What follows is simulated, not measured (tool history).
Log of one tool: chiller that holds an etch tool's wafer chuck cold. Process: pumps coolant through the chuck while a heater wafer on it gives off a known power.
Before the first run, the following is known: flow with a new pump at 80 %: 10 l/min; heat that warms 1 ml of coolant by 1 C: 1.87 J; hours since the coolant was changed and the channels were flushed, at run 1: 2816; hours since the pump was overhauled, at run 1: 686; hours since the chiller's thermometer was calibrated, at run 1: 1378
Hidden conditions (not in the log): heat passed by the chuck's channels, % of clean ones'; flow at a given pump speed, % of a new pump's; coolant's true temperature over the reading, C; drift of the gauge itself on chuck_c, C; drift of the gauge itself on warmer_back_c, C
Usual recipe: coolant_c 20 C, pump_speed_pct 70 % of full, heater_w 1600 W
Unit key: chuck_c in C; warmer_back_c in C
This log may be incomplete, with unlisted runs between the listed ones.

run	hour	coolant_c	pump_speed_pct	heater_w	hours since the coolant was changed and the channels were flushed	hours since the pump was overhauled	hours since the chiller's thermometer was calibrated	chuck_c	warmer_back_c
1	0.0	20	70	1600	2816	686	1378	33.4	5.93
2	14.2	17	70	1600	2830	700	1392	30.4	5.95
3	44.7	17	70	1600	2861	731	1423	30.4	5.92
4	67.3	17	70	1600	2883	753	1446	30.4	5.91
5	91.8	17	70	1600	2908	778	1470	30.5	5.94
6	124.4	17	70	1600	2941	810	1503	30.3	5.97
7	142.0	17	70	1600	2958	828	1520	30.3	5.88
8	165.2	17	70	1600	2981	851	1543	30.4	5.87
9	186.6	17	70	1600	3003	873	1565	30.3	5.89
10	209.2	17	70	1600	3025	895	1587	30.5	5.86
11	224.9	17	70	1600	3041	911	1603	30.4	5.87
12	246.0	17	70	1600	3062	932	1624	30.5	5.84
13	259.9	20	70	1600	3076	946	1638	33.5	5.85
14	278.2	20	70	1600	3094	964	1656	33.6	5.83
15	308.0	20	77	1600	3124	994	1686	32.4	5.21
16	333.7	20	70	1600	3150	1020	1712	33.6	5.89
17	363.7	15	70	893	3180	1050	1742	22.5	3.13
18	395.8	20	85	910	3212	1082	1774	26.5	2.55
19	416.3	20	85	910	3232	1102	1795	26.5	2.56
20	430.0	20	85	910	3246	1116	1808	26.4	2.52
21	460.3	17	99	910	3276	1146	1839	22.8	2.13
22	478.4	11	88	1600	3295	1164	1857	22.3	4.48
23	502.4	11	88	1600	3319	1188	1881	22.1	4.47
24	533.3	11	88	1600	3349	1219	1912	22.1	4.42
25	562.7	19	70	1600	3379	1249	1941	32.6	5.66
26	587.5	19	70	1600	3404	1273	1966	32.5	5.68
27	615.8	20	70	1560	3432	1302	1994	33.0	5.58
# hour 627.0: gauge calibrated
28	639.7	23	70	1560	3456	1326	2018	36.0	5.81
29	664.4	20	70	1125	3481	1350	2043	29.4	4.20
30	684.1	27	62	856	3500	1370	2062	35.0	3.58
31	708.8	10	65	1600	3525	1395	2087	24.5	6.45

Predict each of these 4 candidate next runs independently; none follows another, all start after run 31:
A	726.3	20	90	1600	3542	1412	2105	?	?
B	726.3	17	65	908	3542	1412	2105	?	?
C	726.3	20	91	1600	3542	1412	2105	?	?
D	726.3	26	64	1600	3542	1412	2105	?	?

run	chuck_c	warmer_back_c
A	30.9	4.48
B	25.1	3.59
C	30.8	4.40
D	40.6	6.63
With no hidden state in the tool, these same runs would have given:
run	chuck_c	warmer_back_c
A	30.9	4.52
B	25.1	3.63
C	30.8	4.44
D	40.6	6.66
